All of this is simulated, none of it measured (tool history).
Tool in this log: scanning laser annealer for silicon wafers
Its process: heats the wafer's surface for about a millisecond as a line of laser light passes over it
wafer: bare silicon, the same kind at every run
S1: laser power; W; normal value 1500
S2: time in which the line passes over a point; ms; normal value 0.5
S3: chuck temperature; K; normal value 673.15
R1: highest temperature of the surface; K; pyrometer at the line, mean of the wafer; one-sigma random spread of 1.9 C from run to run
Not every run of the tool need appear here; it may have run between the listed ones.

run	hour	S1	S2	S3	R1
1	0	1500	0.5	673.15	1405.15
2	39.9	1500	0.5	673.15	1405.15
3	69	1500	0.5	658.15	1384.15
4	95	1500	0.5	658.15	1385.15
5	142.1	1500	0.5	658.15	1380.15
6	175.4	1500	0.5	687.15	1408.15
7	235	1500	0.393	673.15	1319.15
8	264.5	1500	0.393	673.15	1320.15
9	299.1	1500	0.5	673.15	1386.15
10	357.6	1470	0.5	673.15	1368.15
# hour 388.3: window over the wafer cleaned
11	389.5	1500	0.5	673.15	1429.15
12	428.2	1500	0.5	673.15	1426.15
13	468.8	1500	0.5	673.15	1422.15
# hour 478.7: optics aligned, line set to its width
14	509.9	1406	0.5	673.15	1362.15
15	547.1	1500	0.5	673.15	1414.15
16	603.7	1500	0.5	665.15	1402.15
17	652.2	1500	0.5	665.15	1403.15
18	682.2	1500	0.5	665.15	1403.15
19	712.7	1500	0.5	673.15	1407.15
20	770.7	1500	0.5	673.15	1402.15
# hour 823.6: optics aligned, line set to its width, once more
21	823.6	1645	0.5	655.15	1481.15
22	865.5	1327	0.5	657.15	1295.15
23	920.4	1500	0.527	706.15	1461.15
24	967.9	1420	0.527	668.15	1369.15
25	1009.8	1556	0.379	662.15	1337.15
26	1041.5	1487	0.368	670.15	1300.15
27	1070.4	1487	0.368	670.15	1299.15
28	1114.4	1326	0.5	697.15	1327.15
29	1141.7	1369	0.5	655.15	1304.15
30	1175.8	1369	0.5	655.15	1305.15
31	1223.4	1369	0.5	655.15	1302.15
32	1283.1	1500	0.548	657.15	1407.15
# hour 1319: window over the wafer cleaned
33	1343.1	1500	0.548	657.15	1451.15
34	1402.8	1355	0.548	712.15	1411.15
35	1451.9	1435	0.434	656.15	1331.15
36	1503.4	1339	0.5	706.15	1363.15
37	1541.3	1577	0.611	640.15	1506.15
38	1584.3	1577	0.611	640.15	1504.15
39	1626.7	1500	0.433	673.15	1369.15
40	1664.3	1500	0.582	677.15	1467.15

Below are 5 alternative next runs, each starting from the tool's condition after run 40. Predict each:
A	1696	1500	0.545	681.15	?
B	1696	1382	0.4	708.15	?
C	1696	1520	0.353	703.15	?
D	1696	1542	0.481	677.15	?
E	1696	1513	0.582	659.15	?

run	R1
A	1451.15
B	1317.15
C	1348.15
D	1425.15
E	1457.15
Without the tool's unlogged condition, the same runs would have read:
run	R1
A	1483.15
B	1342.15
C	1375.15
D	1457.15
E	1491.15
